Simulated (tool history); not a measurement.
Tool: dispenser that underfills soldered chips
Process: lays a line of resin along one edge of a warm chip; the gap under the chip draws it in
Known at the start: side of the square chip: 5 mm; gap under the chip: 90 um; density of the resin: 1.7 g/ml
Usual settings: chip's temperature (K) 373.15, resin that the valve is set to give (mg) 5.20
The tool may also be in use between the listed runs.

run	hour	chip's temperature (K)	resin that the valve is set to give (mg)	time until the resin shows at the far edge (s)	resin that the valve gave (mg)
1	0.0	373.15	5.20	3.5	4.87
# hour 4.5: new syringe of resin
2	6.1	373.15	5.20	3.4	4.86
3	12.7	373.15	5.20	3.9	4.79
# hour 13.9: new syringe of resin
4	20.3	373.15	5.20	3.7	4.79
# hour 23.3: new syringe of resin
5	30.9	373.15	5.20	4.1	4.80
# hour 32.4: new syringe of resin
6	39.3	373.15	5.20	3.7	4.68
# hour 41.8: new syringe of resin
7	48.3	373.15	5.20	3.7	4.74
# hour 50.7: new syringe of resin
8	57.0	373.15	5.20	3.7	4.76
# hour 59.7: new syringe of resin
9	63.1	373.15	5.02	3.3	4.59
# hour 68.8: new syringe of resin
10	69.1	373.15	5.02	3.2	4.52
# hour 78.4: new syringe of resin
11	79.8	378.15	5.20	2.6	4.63
# hour 84.0: dispensing valve cleaned and set on the balance
# hour 88.9: new syringe of resin
12	90.9	378.15	5.20	2.4	5.26
# hour 98.3: new syringe of resin
13	98.3	378.15	5.20	2.6	5.12
# hour 107.8: new syringe of resin
14	109.0	378.15	5.20	2.5	5.07
# hour 116.8: new syringe of resin
15	116.8	363.15	5.83	4.9	5.78
16	122.5	363.15	5.83	5.4	5.77
# hour 126.1: new syringe of resin
17	133.3	371.15	6.10	3.7	6.01
# hour 135.4: new syringe of resin
# hour 144.2: new syringe of resin
18	144.3	371.15	6.10	3.1	5.89
19	152.3	367.15	4.81	5.1	4.61
# hour 153.2: new syringe of resin
20	157.2	367.15	4.81	4.7	4.60
# hour 162.0: new syringe of resin
21	163.4	358.15	5.60	6.2	5.44
# hour 171.0: new syringe of resin
22	171.7	358.15	5.60	5.9	5.40
# hour 179.9: new syringe of resin
23	181.3	358.15	5.60	6.2	5.33
# hour 189.0: new syringe of resin
24	191.6	358.15	5.60	6.4	5.33
25	196.7	377.15	5.29	3.3	5.01

Forecast each of these 3 alternatives for the next run:
# hour 198.2: new syringe of resin
A	204.7	366.15	5.06	?	?
# hour 198.2: new syringe of resin
B	204.7	360.15	5.02	?	?
# hour 198.2: new syringe of resin
C	204.7	373.15	6.43	?	?

run	time until the resin shows at the far edge (s)	resin that the valve gave (mg)
A	5.0	4.83
B	6.7	4.75
C	3.4	6.04
Without the tool's hidden state the same runs would have given:
run	time until the resin shows at the far edge (s)	resin that the valve gave (mg)
A	4.1	5.13
B	5.5	5.05
C	2.8	6.42
